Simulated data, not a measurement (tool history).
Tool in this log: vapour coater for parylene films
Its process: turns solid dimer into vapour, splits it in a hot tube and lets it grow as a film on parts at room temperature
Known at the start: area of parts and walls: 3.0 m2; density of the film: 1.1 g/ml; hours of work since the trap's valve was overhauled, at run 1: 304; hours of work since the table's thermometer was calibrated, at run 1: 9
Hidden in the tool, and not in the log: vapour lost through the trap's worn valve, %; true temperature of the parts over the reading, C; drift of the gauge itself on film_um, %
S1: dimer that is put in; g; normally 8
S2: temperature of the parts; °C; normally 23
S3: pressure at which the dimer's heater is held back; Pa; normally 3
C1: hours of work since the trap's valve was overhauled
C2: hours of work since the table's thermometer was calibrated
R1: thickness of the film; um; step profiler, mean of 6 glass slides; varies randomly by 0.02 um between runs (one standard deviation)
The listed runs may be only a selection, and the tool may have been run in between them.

run,hour,S1,S2,S3,C1,C2,R1
1,0,8,23,3,304,9,1.86
2,14.1,8,23,3,313,18,1.8
3,33.2,8,23,3,325,30,1.81
4,48.6,8,23,3,335,40,1.83
5,68.3,8,22,3,348,52,1.89
6,87.8,8,19,3,360,64,2.15
7,102.9,8,19,3,370,74,2.12
8,119.4,8,19,3,380,85,2.12
9,135.2,8,19,3,390,95,2.15
10,151.8,8,19,3,401,105,2.15
11,161.4,8,19,3,407,111,2.1
12,170.1,10,23,9.61,412,117,1.88
13,187,10,23,9.61,423,127,1.9
14,204.9,4,34,6.94,434,139,0.52
15,214.3,4,34,6.94,440,145,0.57
16,232,13,34,6.94,452,156,1.73
17,244.2,8,28,4.5,459,164,1.42
18,255.6,12,29,6.7,467,171,1.93
19,276.8,12,29,6.7,480,184,1.92
20,296,4,16,4.62,492,197,1.09
21,317.3,8,25,11.57,506,210,1.34

Hidden state or all else? Some run-to-run changes of R1, split into what the settings, what came in and random variation would give without the hidden state, and what is left for the hidden state (with any gauge scatter that isn't in both results):
Run 13 -> 14: S1 10 -> 4, S2 23 -> 34, S3 9.61 -> 6.94. R1 -1.38 um: hidden state +0.1, all else -1.48.
Run 15 -> 16: S1 4 -> 13. R1 +1.16 um: hidden state -0.09, all else +1.25.
